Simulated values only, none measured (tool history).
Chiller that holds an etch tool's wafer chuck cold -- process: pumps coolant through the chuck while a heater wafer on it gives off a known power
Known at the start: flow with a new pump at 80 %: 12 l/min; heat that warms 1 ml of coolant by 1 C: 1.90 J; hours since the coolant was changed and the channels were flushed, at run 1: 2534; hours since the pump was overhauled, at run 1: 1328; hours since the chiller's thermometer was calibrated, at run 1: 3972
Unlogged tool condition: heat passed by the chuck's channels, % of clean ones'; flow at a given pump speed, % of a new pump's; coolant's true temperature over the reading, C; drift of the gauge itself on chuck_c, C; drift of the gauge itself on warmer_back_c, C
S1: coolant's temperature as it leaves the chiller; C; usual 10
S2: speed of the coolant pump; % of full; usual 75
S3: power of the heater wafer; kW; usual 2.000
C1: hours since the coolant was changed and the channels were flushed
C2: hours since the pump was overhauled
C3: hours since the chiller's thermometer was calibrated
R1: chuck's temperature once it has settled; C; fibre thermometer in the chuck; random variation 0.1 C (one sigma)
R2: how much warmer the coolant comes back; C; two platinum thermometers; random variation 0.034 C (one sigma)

Run 1, hour 0.0: usual settings; C1 2534; C2 1328; C3 3972. Result: R1 28.7 C, R2 5.63 C.
Run 2, hour 36.9: usual settings but S2 81 % of full; C1 2571; C2 1365; C3 4009. Result: R1 27.6 C, R2 5.21 C.
Run 3, hour 68.1: usual settings but S2 81 % of full; C1 2603; C2 1396; C3 4040. Result: R1 27.5 C, R2 5.18 C.
Run 4, hour 87.3: usual settings but S2 81 % of full; C1 2622; C2 1416; C3 4060. Result: R1 27.3 C, R2 5.25 C.
Run 5, hour 108.8: usual settings but S2 81 % of full; C1 2643; C2 1437; C3 4081. Result: R1 27.5 C, R2 5.20 C.
Run 6, hour 147.0: usual settings but S2 81 % of full; C1 2681; C2 1475; C3 4119. Result: R1 27.5 C, R2 5.21 C.
Run 7, hour 164.8: usual settings; C1 2699; C2 1493; C3 4137. Result: R1 28.8 C, R2 5.68 C.
Run 8, hour 200.2: usual settings but S1 19 C; C1 2735; C2 1528; C3 4173. Result: R1 37.6 C, R2 5.61 C.
Run 9, hour 232.5: usual settings but S1 19 C; C1 2767; C2 1561; C3 4205. Result: R1 37.5 C, R2 5.64 C.
Run 10, hour 259.7: usual settings but S1 19 C; C1 2794; C2 1588; C3 4232. Result: R1 37.5 C, R2 5.65 C.
Run 11, hour 300.8: usual settings but S1 19 C; C1 2835; C2 1629; C3 4273. Result: R1 37.6 C, R2 5.62 C.
Run 12, hour 321.1: usual settings but S2 64 % of full; C1 2856; C2 1649; C3 4293. Result: R1 31.5 C, R2 6.68 C.
Run 13, hour 342.3: usual settings but S2 64 % of full; C1 2877; C2 1670; C3 4315. Result: R1 31.4 C, R2 6.66 C.
Run 14, hour 379.1: usual settings; C1 2914; C2 1707; C3 4352. Result: R1 28.7 C, R2 5.63 C.
Run 15, hour 396.3: usual settings but S2 77 % of full; C1 2931; C2 1724; C3 4369. Result: R1 28.2 C, R2 5.42 C.
Run 16, hour 423.3: usual settings but S2 77 % of full; C1 2958; C2 1751; C3 4396. Result: R1 28.1 C, R2 5.46 C.
Run 17, hour 460.2: usual settings but S1 5 C, S2 66 % of full, S3 1.842 kW; C1 2995; C2 1788; C3 4433. Result: R1 24.0 C, R2 5.83 C.
Run 18, hour 493.7: usual settings but S1 5 C, S2 88 % of full, S3 2.276 kW; C1 3028; C2 1822; C3 4466. Result: R1 23.4 C, R2 5.43 C.
Run 19, hour 513.9: usual settings but S1 4 C, S3 1.443 kW; C1 3048; C2 1842; C3 4486. Result: R1 17.5 C, R2 4.14 C.
Run 20, hour 532.4: usual settings but S1 4 C, S3 1.443 kW; C1 3067; C2 1861; C3 4505. Result: R1 17.6 C, R2 4.09 C.
Run 21, hour 550.8: usual settings but S1 0 C, S3 1.428 kW; C1 3085; C2 1879; C3 4523. Result: R1 13.4 C, R2 4.00 C.
Run 22, hour 587.6: usual settings but S1 15 C, S2 65 % of full; C1 3122; C2 1916; C3 4560. Result: R1 36.2 C, R2 6.58 C.
Run 23, hour 626.9: usual settings but S1 15 C, S2 65 % of full; C1 3161; C2 1955; C3 4599. Result: R1 36.2 C, R2 6.53 C.
Run 24, hour 645.5: usual settings but S1 15 C, S2 65 % of full; C1 3180; C2 1974; C3 4618. Result: R1 36.1 C, R2 6.54 C.
Run 25, hour 675.5: usual settings but S1 8 C, S2 100 % of full, S3 2.019 kW; C1 3210; C2 2004; C3 4648. Result: R1 22.8 C, R2 4.27 C.
Run 26, hour 697.0: usual settings but S1 8 C, S2 100 % of full, S3 2.019 kW; C1 3231; C2 2025; C3 4669. Result: R1 22.8 C, R2 4.21 C.
Run 27, hour 725.3: usual settings but S1 8 C, S2 100 % of full, S3 1.282 kW; C1 3260; C2 2054; C3 4698. Result: R1 17.3 C, R2 2.70 C.
Run 28, hour 754.9: usual settings but S1 8 C, S2 73 % of full, S3 1.282 kW; C1 3289; C2 2083; C3 4727. Result: R1 20.4 C, R2 3.71 C.
Run 29, hour 777.2: usual settings but S1 8 C, S2 73 % of full, S3 1.282 kW; C1 3312; C2 2105; C3 4750. Result: R1 20.3 C, R2 3.75 C.
Run 30, hour 803.6: usual settings but S2 64 % of full, S3 2.952 kW; C1 3338; C2 2132; C3 4776. Result: R1 41.6 C, R2 9.81 C.
Run 31, hour 825.9: usual settings but S2 64 % of full, S3 2.952 kW; C1 3360; C2 2154; C3 4798. Result: R1 41.5 C, R2 9.81 C.

Below are 4 alternative next runs, each starting from the tool's condition after run 31. Predict each:
Run A, hour 849.8: usual settings but S2 64 % of full, S3 1.756 kW; C1 3384; C2 2178; C3 4822. Result: R1 ?, R2 ?.
Run B, hour 849.8: usual settings but S3 1.377 kW; C1 3384; C2 2178; C3 4822. Result: R1 ?, R2 ?.
Run C, hour 849.8: usual settings but S1 7 C; C1 3384; C2 2178; C3 4822. Result: R1 ?, R2 ?.
Run D, hour 849.8: usual settings but S2 61 % of full; C1 3384; C2 2178; C3 4822. Result: R1 ?, R2 ?.

run    R1    R2
  A  28.9  5.80
  B  22.8  3.82
  C  25.7  5.70
  D  32.5  6.97
With the hidden condition removed and each run's random variation left untouched, the same runs would have given:
run    R1    R2
  A  28.8  5.80
  B  22.8  3.82
  C  25.7  5.70
  D  32.4  6.97
